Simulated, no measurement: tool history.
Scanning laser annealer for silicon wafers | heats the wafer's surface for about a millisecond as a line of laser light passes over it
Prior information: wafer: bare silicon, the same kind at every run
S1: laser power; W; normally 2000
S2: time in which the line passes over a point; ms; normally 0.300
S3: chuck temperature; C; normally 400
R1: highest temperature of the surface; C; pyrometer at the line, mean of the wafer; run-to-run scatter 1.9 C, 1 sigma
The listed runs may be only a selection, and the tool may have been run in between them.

run   hour    S1     S2   S3    R1
  1    0.0  2000  0.300  400  1229
  2   11.6  2000  0.343  400  1291
  3   27.4  2000  0.343  400  1292
  4   35.3  2170  0.300  400  1312
  5   48.2  1878  0.300  400  1170
      55.0  -- window over the wafer cleaned
  6   64.7  2036  0.300  400  1247
  7   73.4  2000  0.300  400  1230
  8   90.3  2000  0.300  400  1228
  9  103.6  2000  0.300  400  1232
 10  112.6  1907  0.346  366  1212
 11  129.6  1820  0.300  378  1124
 12  140.7  1820  0.300  378  1121
 13  156.6  2066  0.287  399  1241
 14  166.2  2000  0.276  411  1209
 15  179.6  1816  0.256  420  1107
 16  195.9  1816  0.256  403  1086

Here are 3 independent what-if runs from the current tool condition. What would each one return?
  A  211.7  2042  0.356  425   ?
  B  211.7  1846  0.239  413   ?
  C  211.7  1875  0.377  403   ?

run    R1
  A  1356
  B  1084
  C  1271
Stripped of hidden state, with their random variation kept, the same runs would have yielded:
run    R1
  A  1357
  B  1084
  C  1272
